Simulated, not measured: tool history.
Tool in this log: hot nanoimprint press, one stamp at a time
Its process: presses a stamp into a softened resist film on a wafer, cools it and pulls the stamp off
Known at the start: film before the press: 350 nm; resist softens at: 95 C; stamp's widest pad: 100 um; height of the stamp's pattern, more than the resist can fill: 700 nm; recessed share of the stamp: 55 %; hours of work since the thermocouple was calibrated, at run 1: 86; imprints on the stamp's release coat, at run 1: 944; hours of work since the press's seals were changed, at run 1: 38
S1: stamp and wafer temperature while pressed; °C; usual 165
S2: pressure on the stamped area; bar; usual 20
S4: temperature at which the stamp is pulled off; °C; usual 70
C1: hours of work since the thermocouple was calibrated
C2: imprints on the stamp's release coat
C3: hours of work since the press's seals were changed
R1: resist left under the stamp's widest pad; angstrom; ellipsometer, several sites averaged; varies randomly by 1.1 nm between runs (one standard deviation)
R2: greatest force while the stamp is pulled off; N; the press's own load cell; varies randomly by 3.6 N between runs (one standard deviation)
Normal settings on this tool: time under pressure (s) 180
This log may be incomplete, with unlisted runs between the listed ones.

{"run": 1, "hour": 0.0, "S1": 165, "S2": 20, "time under pressure (s)": 180, "S4": 70, "C1": 86, "C2": 944, "C3": 38, "R1": 1681, "R2": 195}
{"run": 2, "hour": 8.8, "S1": 165, "S2": 20, "time under pressure (s)": 180, "S4": 70, "C1": 93, "C2": 976, "C3": 45, "R1": 1674, "R2": 201}
{"run": 3, "hour": 17.5, "S1": 165, "S2": 20, "time under pressure (s)": 180, "S4": 70, "C1": 99, "C2": 1009, "C3": 52, "R1": 1688, "R2": 211}
{"run": 4, "hour": 25.8, "S1": 165, "S2": 20, "time under pressure (s)": 100, "S4": 70, "C1": 106, "C2": 1040, "C3": 58, "R1": 1995, "R2": 211}
{"run": 5, "hour": 33.1, "S1": 165, "S2": 20, "time under pressure (s)": 100, "S4": 70, "C1": 111, "C2": 1067, "C3": 63, "R1": 2020, "R2": 209}
{"run": 6, "hour": 38.8, "S1": 174, "S2": 31.9, "time under pressure (s)": 327, "S4": 63, "C1": 115, "C2": 1089, "C3": 68, "R1": 733, "R2": 222}
{"hour": 42.3, "done": "plate thermocouple calibrated"}
{"run": 7, "hour": 50.4, "S1": 165, "S2": 19.6, "time under pressure (s)": 180, "S4": 70, "C1": 6, "C2": 1121, "C3": 74, "R1": 1685, "R2": 216}
{"run": 8, "hour": 56.8, "S1": 165, "S2": 20, "time under pressure (s)": 246, "S4": 70, "C1": 11, "C2": 1145, "C3": 79, "R1": 1475, "R2": 214}
{"run": 9, "hour": 62.1, "S1": 165, "S2": 20, "time under pressure (s)": 246, "S4": 70, "C1": 15, "C2": 1164, "C3": 83, "R1": 1482, "R2": 211}
{"run": 10, "hour": 67.7, "S1": 165, "S2": 22.8, "time under pressure (s)": 180, "S4": 73, "C1": 19, "C2": 1185, "C3": 87, "R1": 1583, "R2": 201}

A few steps of R1 between consecutive runs. Split each: what settings, incoming material and random variation would produce without the hidden state, and what is left over for the hidden state, along with gauge scatter present in only one of the two compared results (measured, and without hidden state):
Hidden conditions of the tool in this case: true temperature over the reading, C; pressure that arrives at the usual setting, %; grip of the stamp's worn release coat, % over a new coat's; drift of the gauge itself on residual_nm, %; drift of the gauge itself on pull_off_n, %.
Run 5 -> 6: S1 165 -> 174, S2 20 -> 31.9, time under pressure (s) 100 -> 327, S4 70 -> 63. R1 -1287 angstrom: hidden state +17, all else -1304.
Run 6 -> 7: S1 174 -> 165, S2 31.9 -> 19.6, time under pressure (s) 327 -> 180, S4 63 -> 70, plate thermocouple calibrated. R1 +952 angstrom: hidden state -25, all else +977.
